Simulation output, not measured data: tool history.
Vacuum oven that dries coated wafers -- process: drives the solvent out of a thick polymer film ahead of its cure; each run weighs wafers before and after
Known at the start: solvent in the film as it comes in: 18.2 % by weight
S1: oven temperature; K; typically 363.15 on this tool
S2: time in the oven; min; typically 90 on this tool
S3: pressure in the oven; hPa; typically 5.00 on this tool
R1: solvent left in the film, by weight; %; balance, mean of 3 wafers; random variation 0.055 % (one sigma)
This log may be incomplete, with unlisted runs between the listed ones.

run 1 day=0.000 | S1=363.15 S2=90 S3=5.00 | R1=3.07
-- day=4.108 oven's thermocouples calibrated
run 2 day=4.412 | S1=362.15 S2=90 S3=5.00 | R1=2.85
run 3 day=6.758 | S1=363.15 S2=90 S3=3.18 | R1=2.36
run 4 day=10.138 | S1=363.15 S2=90 S3=3.18 | R1=2.41
run 5 day=13.438 | S1=363.15 S2=90 S3=5.00 | R1=2.79
run 6 day=16.900 | S1=363.15 S2=90 S3=5.00 | R1=2.70
run 7 day=20.583 | S1=363.15 S2=90 S3=5.00 | R1=2.75
run 8 day=22.912 | S1=363.15 S2=90 S3=5.00 | R1=2.90
run 9 day=27.558 | S1=363.15 S2=90 S3=5.00 | R1=2.90
run 10 day=30.125 | S1=363.15 S2=90 S3=5.00 | R1=2.88
run 11 day=33.208 | S1=363.15 S2=90 S3=5.00 | R1=2.93
run 12 day=37.850 | S1=363.15 S2=90 S3=5.00 | R1=2.86
run 13 day=42.225 | S1=363.15 S2=90 S3=5.00 | R1=3.08
-- day=45.021 vacuum gauge cleaned of residue and calibrated
run 14 day=45.021 | S1=363.15 S2=91 S3=5.00 | R1=3.22
run 15 day=49.288 | S1=363.15 S2=90 S3=5.00 | R1=3.22
run 16 day=53.225 | S1=363.15 S2=90 S3=5.00 | R1=3.37
run 17 day=56.850 | S1=363.15 S2=90 S3=4.58 | R1=3.44
run 18 day=59.912 | S1=370.15 S2=68 S3=17.09 | R1=3.52
run 19 day=63.604 | S1=352.15 S2=46 S3=11.42 | R1=11.16
run 20 day=66.754 | S1=378.15 S2=48 S3=2.78 | R1=1.99
run 21 day=70.338 | S1=378.15 S2=48 S3=2.78 | R1=2.01
run 22 day=74.529 | S1=378.15 S2=48 S3=2.78 | R1=2.07
-- day=76.058 vacuum gauge cleaned of residue and calibrated, once more
run 23 day=77.071 | S1=378.15 S2=48 S3=2.78 | R1=1.56
run 24 day=79.429 | S1=361.15 S2=132 S3=5.00 | R1=2.01
run 25 day=84.329 | S1=373.15 S2=57 S3=5.00 | R1=2.16
run 26 day=89.104 | S1=373.15 S2=57 S3=5.00 | R1=2.27
run 27 day=91.521 | S1=369.15 S2=132 S3=6.77 | R1=1.10
run 28 day=96.446 | S1=363.15 S2=90 S3=13.80 | R1=4.08
-- day=98.833 oven's thermocouples calibrated
run 29 day=101.254 | S1=363.15 S2=90 S3=13.80 | R1=3.45
run 30 day=105.888 | S1=363.15 S2=90 S3=13.80 | R1=3.47
run 31 day=109.950 | S1=363.15 S2=88 S3=13.80 | R1=3.71
run 32 day=113.071 | S1=358.15 S2=64 S3=18.57 | R1=7.23
run 33 day=117.100 | S1=360.15 S2=90 S3=3.69 | R1=3.64
run 34 day=120.688 | S1=360.15 S2=90 S3=3.69 | R1=3.64

Alternative continuations, all from the tool just after run 34; predict every row:
run A day=125.408 | S1=359.15 S2=102 S3=5.00 | R1=?
run B day=125.408 | S1=374.15 S2=91 S3=18.81 | R1=?
run C day=125.408 | S1=352.15 S2=90 S3=3.69 | R1=?

run=A R1=3.66
run=B R1=1.86
run=C R1=6.52
Had the tool no hidden state, the same runs would have come out as:
run=A R1=2.93
run=B R1=1.46
run=C R1=5.69
